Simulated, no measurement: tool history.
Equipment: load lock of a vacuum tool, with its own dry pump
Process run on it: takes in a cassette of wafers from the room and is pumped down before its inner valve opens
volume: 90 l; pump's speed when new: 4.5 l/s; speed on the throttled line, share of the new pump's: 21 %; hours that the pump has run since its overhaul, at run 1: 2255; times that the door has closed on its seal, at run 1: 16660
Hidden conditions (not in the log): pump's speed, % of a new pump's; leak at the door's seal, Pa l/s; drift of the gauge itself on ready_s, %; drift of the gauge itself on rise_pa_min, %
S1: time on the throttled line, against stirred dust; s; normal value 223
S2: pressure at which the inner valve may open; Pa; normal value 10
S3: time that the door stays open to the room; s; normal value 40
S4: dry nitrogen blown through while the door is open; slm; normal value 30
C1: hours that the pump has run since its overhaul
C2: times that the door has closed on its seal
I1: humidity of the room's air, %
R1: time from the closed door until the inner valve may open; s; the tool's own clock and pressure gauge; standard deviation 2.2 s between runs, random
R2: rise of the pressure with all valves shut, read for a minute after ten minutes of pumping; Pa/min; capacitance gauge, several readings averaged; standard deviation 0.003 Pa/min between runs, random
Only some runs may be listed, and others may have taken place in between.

run    hour   S1  S2   S3  S4    C1     C2    I1     R1     R2
  1       0  223  10   40  30  2255  16660  47.7  369.7  0.046
  2    64.7  223  10   40  30  2319  16928  46.6  367.8   0.05
  3     183  223  10   40  30  2438  17417  41.7  366.4  0.053
  4   238.4  223  10   40  30  2493  17646  45.7  373.3  0.041
  5   327.2  223  19   40  30  2582  18013  47.4  351.3  0.056
  6   438.6  223  19   40  30  2693  18474  48.4  353.7  0.058
  7   504.2  223  19   40  30  2759  18745    44  357.4  0.061
  8   573.3  426  10   40  30  2828  19031  43.1    526  0.053
  9     685  223  15   40  30  2940  19493  44.4  355.7  0.056
 10   753.7  223  15   40  30  3008  19777  43.7  361.8  0.057
 11   831.5  223  10   40  30  3086  20099  44.8  368.8  0.059
 12   928.6  223  10   40  30  3183  20500  43.2  370.1  0.061
 13  1056.6  177  10   40  30  3311  21030  42.7  333.8  0.063
 14    1167  177  10   40  30  3422  21486    47  337.7  0.064
 15  1237.5  177  13   40  17  3492  21778  46.5    329  0.063
 16  1301.8  324  10   40  23  3556  22044  42.4  445.3  0.061
 17  1405.9  237  10  124  30  3661  22474  41.8  383.8  0.074
 18  1482.5  190  10   39  30  3737  22791  47.3    344  0.062
 19  1555.8  230  11   27  20  3810  23094  45.2  375.2  0.066
 20  1644.7  141  11  229  27  3899  23462  46.9  307.2  0.092
 21  1712.3  223  10   40  11  3967  23741  48.2  370.3  0.078
 22  1797.4  332  14   40  11  4052  24093  43.3  450.3  0.074
 23  1900.1  332  14   40  11  4155  24518  45.9  446.7  0.081
 24  1960.1  223  10  123   9  4215  24766  44.9  374.1  0.096
 25  2057.4  220  10   81  17  4312  25168  46.5  368.9  0.088
 26  2149.9  220  11  147  32  4405  25551  42.4  366.8  0.089
 27  2232.2  261  10   40   6  4487  25891  44.9    407   0.09

Some steps in R1 between neighbouring runs. How much of each would the tool show without its hidden state too (settings, what came in, random variation), and how much is left for the hidden state, with any gauge scatter that isn't in both results?
Run 7 -> 8: S1 223 -> 426, S2 19 -> 10. R1 +168.6 s: hidden state -1.7, all else +170.3.
Run 8 -> 9: S1 426 -> 223, S2 10 -> 15. R1 -170.3 s: hidden state +2.4, all else -172.7.
Run 23 -> 24: S1 332 -> 223, S2 14 -> 10, S3 40 -> 123, S4 11 -> 9. R1 -72.6 s: hidden state +3, all else -75.6.
